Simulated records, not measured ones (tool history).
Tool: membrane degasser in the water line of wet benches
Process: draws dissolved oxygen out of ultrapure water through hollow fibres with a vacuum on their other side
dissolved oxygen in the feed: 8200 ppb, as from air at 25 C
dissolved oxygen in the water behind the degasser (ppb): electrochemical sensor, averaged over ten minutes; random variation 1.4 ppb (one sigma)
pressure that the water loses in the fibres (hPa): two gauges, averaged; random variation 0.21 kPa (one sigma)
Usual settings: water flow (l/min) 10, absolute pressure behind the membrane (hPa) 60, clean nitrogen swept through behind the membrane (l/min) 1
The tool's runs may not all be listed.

| run | hour | water flow (l/min) | absolute pressure behind the membrane (hPa) | clean nitrogen swept through behind the membrane (l/min) | dissolved oxygen in the water behind the degasser (ppb) | pressure that the water loses in the fibres (hPa) |
|---|---|---|---|---|---|---|
| 1 | 0 | 10 | 60 | 1 | 143 | 480.7 |
| 2 | 81 | 10 | 60 | 1 | 142.4 | 486.9 |
| 3 | 155.7 | 10 | 60 | 0.99 | 140 | 481.7 |
| 4 | 245.7 | 10 | 60 | 0.99 | 140.5 | 483.2 |
| 5 | 297.6 | 10 | 60 | 0.99 | 143.2 | 481.3 |
| 6 | 370.1 | 10 | 60 | 1 | 139.7 | 481.9 |
| 7 | 434.2 | 7 | 60 | 1 | 67.2 | 338.7 |
| 8 | 472.8 | 10 | 60 | 1.05 | 138.2 | 479.9 |
| 9 | 517.4 | 10 | 60 | 1.5 | 120.9 | 482.5 |
| 10 | 592.6 | 10 | 36.2 | 1 | 84.8 | 486.2 |
| 11 | 656.6 | 10 | 60 | 1 | 139.7 | 481.9 |
| 12 | 730 | 10 | 60 | 1 | 144.2 | 480.6 |
|  | 739.6 | seals of the vacuum lines changed |
| 13 | 778.6 | 10 | 60 | 0.94 | 139.4 | 485 |
| 14 | 848.1 | 10 | 60 | 0.94 | 142.2 | 485.7 |
| 15 | 898.1 | 10 | 60 | 1 | 138.5 | 481.8 |
| 16 | 961 | 10 | 60 | 1 | 139.7 | 479.3 |
| 17 | 1013.3 | 10 | 60 | 1 | 136.9 | 485.7 |
| 18 | 1096.7 | 13 | 119.4 | 1.32 | 373.4 | 628.9 |
| 19 | 1136.3 | 9 | 60 | 1.52 | 88.1 | 431.9 |
| 20 | 1220.1 | 13 | 97.2 | 0.67 | 446.3 | 632 |
| 21 | 1270.7 | 11 | 60 | 0.61 | 213.6 | 530.5 |
| 22 | 1311.3 | 15 | 92.9 | 2.14 | 361.2 | 733 |
| 23 | 1399.1 | 10 | 62.3 | 0.72 | 166.2 | 484.3 |
| 24 | 1462.5 | 10 | 124.7 | 2.48 | 164.2 | 484.8 |
| 25 | 1554.2 | 14 | 42.2 | 2.06 | 237.7 | 674.9 |
| 26 | 1595.3 | 14 | 42.2 | 2.06 | 239.4 | 678.4 |
| 27 | 1637.3 | 14 | 42.2 | 2.06 | 239.8 | 674.4 |
| 28 | 1729.6 | 10 | 60 | 2.2 | 104.4 | 482.1 |
| 29 | 1813.7 | 8 | 81 | 2.09 | 77.1 | 388.8 |
| 30 | 1877.7 | 15 | 125.7 | 1 | 567 | 727.9 |
| 31 | 1926.3 | 7 | 100.6 | 1.4 | 98.8 | 338.2 |

5 ways to go on from here, each from the tool as it stands after run 31. What would each give?
| A | 1996.8 | 7 | 100.6 | 2.44 | ? | ? |
| B | 1996.8 | 7 | 58.8 | 2.48 | ? | ? |
| C | 1996.8 | 7 | 100.6 | 1.4 | ? | ? |
| D | 1996.8 | 14 | 43 | 1.1 | ? | ? |
| E | 1996.8 | 12 | 87.4 | 1.06 | ? | ? |

| run | dissolved oxygen in the water behind the degasser (ppb) | pressure that the water loses in the fibres (hPa) |
|---|---|---|
| A | 65.4 | 339.1 |
| B | 35 | 337.3 |
| C | 98.6 | 337.4 |
| D | 256 | 683.7 |
| E | 286.1 | 577.5 |
Without the tool's hidden state the same runs would have given:
| run | dissolved oxygen in the water behind the degasser (ppb) | pressure that the water loses in the fibres (hPa) |
|---|---|---|
| A | 64.1 | 335.9 |
| B | 34 | 334.2 |
| C | 97.2 | 334.3 |
| D | 249 | 677.3 |
| E | 280.7 | 572.1 |
